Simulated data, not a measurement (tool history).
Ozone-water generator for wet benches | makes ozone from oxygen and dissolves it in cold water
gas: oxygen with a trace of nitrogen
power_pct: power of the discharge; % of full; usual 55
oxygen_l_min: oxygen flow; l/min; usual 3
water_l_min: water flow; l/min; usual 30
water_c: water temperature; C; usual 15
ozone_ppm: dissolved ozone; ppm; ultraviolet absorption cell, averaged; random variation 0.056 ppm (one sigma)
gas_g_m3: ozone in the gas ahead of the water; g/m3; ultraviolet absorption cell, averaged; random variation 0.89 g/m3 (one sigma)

| run | hour | power_pct | oxygen_l_min | water_l_min | water_c | ozone_ppm | gas_g_m3 |
|---|---|---|---|---|---|---|---|
| 1 | 0 | 55 | 3 | 30 | 15 | 10.41 | 187.3 |
| 2 | 102 | 55 | 3 | 30 | 20 | 10.12 | 189.8 |
| 3 | 214.6 | 55 | 3 | 30 | 20 | 10.07 | 189.9 |
| 4 | 338.1 | 55 | 3 | 30 | 20 | 10 | 188.1 |
| 5 | 469.9 | 55 | 3 | 30 | 15 | 10.3 | 188.1 |
| 6 | 671.2 | 54 | 3 | 30 | 15 | 10.23 | 185.1 |
| 7 | 775 | 55 | 3 | 30 | 15 | 10.27 | 187.8 |
| 8 | 919.2 | 55 | 3 | 30 | 15 | 10.33 | 187.8 |
| 9 | 1059.4 | 55 | 3 | 30 | 15 | 10.52 | 188.6 |
| 10 | 1176.1 | 55 | 3.49 | 30 | 15 | 10.91 | 171.4 |
| 11 | 1306.1 | 55 | 3.49 | 30 | 15 | 10.73 | 172 |
| 12 | 1523.2 | 55 | 3 | 30 | 7 | 11.09 | 187.3 |
| 13 | 1675.7 | 55 | 3 | 30 | 7 | 11.05 | 187.4 |
| 14 | 1798.3 | 55 | 2.6 | 30 | 15 | 10.21 | 203.9 |
| 15 | 1910.5 | 55 | 3 | 30 | 15 | 10.35 | 186.4 |
| 16 | 2027.3 | 55 | 3 | 30 | 15 | 10.42 | 187.5 |
| 17 | 2169.9 | 55 | 3 | 30 | 15 | 10.38 | 187.8 |
| 18 | 2365.6 | 55 | 1.87 | 30 | 21 | 8.98 | 242.8 |
| 19 | 2506.9 | 58 | 1.82 | 30 | 8 | 10.03 | 260 |
| 20 | 2731 | 58 | 1.82 | 30 | 8 | 9.76 | 257.2 |
| 21 | 2934.1 | 58 | 1.82 | 30 | 8 | 9.95 | 257.8 |
| 22 | 3059.5 | 56 | 1.82 | 33 | 8 | 8.6 | 249.8 |
| 23 | 3265.8 | 82 | 3 | 25 | 15 | 17.6 | 263.3 |
| 24 | 3360.4 | 82 | 3 | 25 | 15 | 17.58 | 264.8 |
| 25 | 3575.5 | 82 | 3 | 25 | 15 | 17.53 | 265 |
| 26 | 3731.8 | 82 | 3 | 25 | 15 | 17.6 | 264.5 |
| 27 | 3956.4 | 82 | 3 | 25 | 15 | 17.45 | 265.6 |
| 28 | 4104.5 | 49 | 3.93 | 39 | 20 | 7.31 | 142 |
| 29 | 4231.7 | 49 | 3.93 | 39 | 20 | 7.15 | 142.7 |
| 30 | 4357.5 | 49 | 3.93 | 39 | 20 | 7.22 | 143.4 |
| 31 | 4557 | 43 | 2.15 | 18 | 17 | 12.39 | 180 |
| 32 | 4751.5 | 43 | 3.05 | 18 | 12 | 13.49 | 145.7 |

Not shown: 2 entries that the log had between the listed runs. Between which runs, and how does the tool's hidden state differ before and after?
Between runs 8 and 9: contactor cleaned (hour 1009.7)
  yield of the discharge, % of new electrodes': 97.8 -> 97.7; contactor's efficiency, % of a clean one's: 96.3 -> 99; true water temperature over the reading, C: 0.14 -> 0.15
  measured less the result without the state, ozone_ppm: -0.39 -> -0.26 ppm; gas_g_m3: -3.3 -> -3.4 g/m3
Between runs 20 and 21: water thermometer calibrated (hour 2772.8)
  yield of the discharge, % of new electrodes': 96.4 -> 96.2; contactor's efficiency, % of a clean one's: 98.1 -> 98; true water temperature over the reading, C: 0.25 -> 0.02
  measured less the result without the state, ozone_ppm: -0.41 -> -0.42 ppm; gas_g_m3: -8 -> -8.3 g/m3
